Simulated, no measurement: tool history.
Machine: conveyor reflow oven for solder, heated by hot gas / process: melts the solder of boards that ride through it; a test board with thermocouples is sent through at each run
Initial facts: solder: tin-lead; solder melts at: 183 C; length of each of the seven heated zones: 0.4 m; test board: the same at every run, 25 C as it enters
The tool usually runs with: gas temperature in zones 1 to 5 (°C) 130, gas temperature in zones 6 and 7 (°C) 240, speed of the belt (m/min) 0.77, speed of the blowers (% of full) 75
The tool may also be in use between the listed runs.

run     day  gas temperature in zones 1 to 5 (°C)  gas temperature in zones 6 and 7 (°C)  speed of the belt (m/min)  speed of the blowers (% of full)  highest temperature of the board (°C)  time above the solder's melting point (s)
  1       0                                   130                                    240                       0.77                                75                                  224.2                                       50.2
  2   1.496                                   130                                    240                       0.77                                75                                  224.1                                       49.3
  3   3.683                                   130                                    240                       0.77                                75                                  224.1                                       49.6
  4   5.608                                   130                                    231                       0.77                                75                                  217.2                                       44.7
  5    8.05                                   130                                    231                       0.77                                75                                  216.4                                       44.7
  6   9.988                                   130                                    231                       0.77                                75                                  216.4                                       45.4
  7  11.312                                   130                                    231                       0.77                                75                                  216.8                                       45.3
  8  13.479                                   130                                    231                       0.77                                75                                  216.2                                       45.9
  9  14.925                                   130                                    240                       0.77                                61                                  220.9                                       47.2
 10  15.967                                   130                                    240                       0.77                                55                                  218.1                                         45
 11  17.429                                   130                                    240                       0.77                                55                                  218.3                                       45.2
 12  19.221                                   130                                    240                       0.77                                55                                  217.6                                       45.3
 13  20.488                                   130                                    240                       0.77                                55                                  217.5                                       43.8
 14  21.492                                   130                                    245                       0.77                                75                                  228.9                                       50.9
 15  22.667                                   130                                    245                       0.77                                75                                  228.5                                       51.2
 16  24.775                                   119                                    238                       0.77                                75                                  221.2                                       44.2
 17  26.867                                   119                                    238                       0.77                                75                                  221.1                                       44.7
 18  28.138                                   119                                    238                      0.794                                75                                  220.6                                       42.7
 19  30.146                                   122                                    229                      0.904                                68                                  205.1                                         27
 20  31.762                                   130                                    244                      0.812                                53                                    218                                       41.9
 21  33.746                                   144                                    240                       0.77                                75                                  227.7                                       53.8
 22  35.292                                   143                                    242                       0.77                                75                                  229.6                                       54.8
 23  36.912                                   140                                    244                      0.839                                75                                  226.9                                       48.4
 24  38.379                                   118                                    238                      0.839                                75                                  217.4                                       38.4
 25  39.804                                   130                                    229                       0.77                                51                                  207.7                                       35.8
 26  41.954                                   130                                    229                       0.77                                51                                  207.4                                       36.2
 27  43.196                                   119                                    250                      0.715                                66                                  231.6                                       54.3
 28  44.888                                   119                                    250                      0.715                                66                                  232.1                                       54.5
 29  46.508                                   130                                    255                       0.77                                67                                  235.9                                       54.6
 30  47.683                                   130                                    255                       0.77                                67                                  235.8                                       54.7

Not shown here: 4 entries made in the log between runs. Locate each between two listed runs and compare the hidden state at the listed run before it with the hidden state at the listed run after it:
Between runs 5 and 6: flux residue cleaned out of gas plates and filters (day 9.979)
  heat that the gas passes to the board, % of a clean oven's: 97.7 -> 99.6; belt's true speed, % of the reading: 98.29 -> 98.26; true gas temperature in zones 6 and 7 over the reading, C: 1.53 -> 1.59
  measured less the result without the state, highest temperature of the board (°C): +1.3 -> +1.8; time above the solder's melting point (s): +1.6 -> +2
Between runs 12 and 13: belt drive overhauled, speed set with a stopwatch (day 19.925)
  heat that the gas passes to the board, % of a clean oven's: 97.8 -> 97.6; belt's true speed, % of the reading: 98.08 -> 99.86; true gas temperature in zones 6 and 7 over the reading, C: 1.9 -> 1.93
  measured less the result without the state, highest temperature of the board (°C): +1.9 -> +1.1; time above the solder's melting point (s): +2.2 -> +0.8
Between runs 15 and 16: flux residue cleaned out of gas plates and filters (day 23.188)
  heat that the gas passes to the board, % of a clean oven's: 97.2 -> 99.6; belt's true speed, % of the reading: 99.83 -> 99.79; true gas temperature in zones 6 and 7 over the reading, C: 2 -> 2.06
  measured less the result without the state, highest temperature of the board (°C): +1.1 -> +1.8; time above the solder's melting point (s): +0.6 -> +1.1
Between runs 22 and 23: flux residue cleaned out of gas plates and filters (day 36.162)
  heat that the gas passes to the board, % of a clean oven's: 97.7 -> 98.9; belt's true speed, % of the reading: 99.6 -> 99.57; true gas temperature in zones 6 and 7 over the reading, C: 2.4 -> 2.45
  measured less the result without the state, highest temperature of the board (°C): +1.8 -> +2; time above the solder's melting point (s): +1 -> +1.1
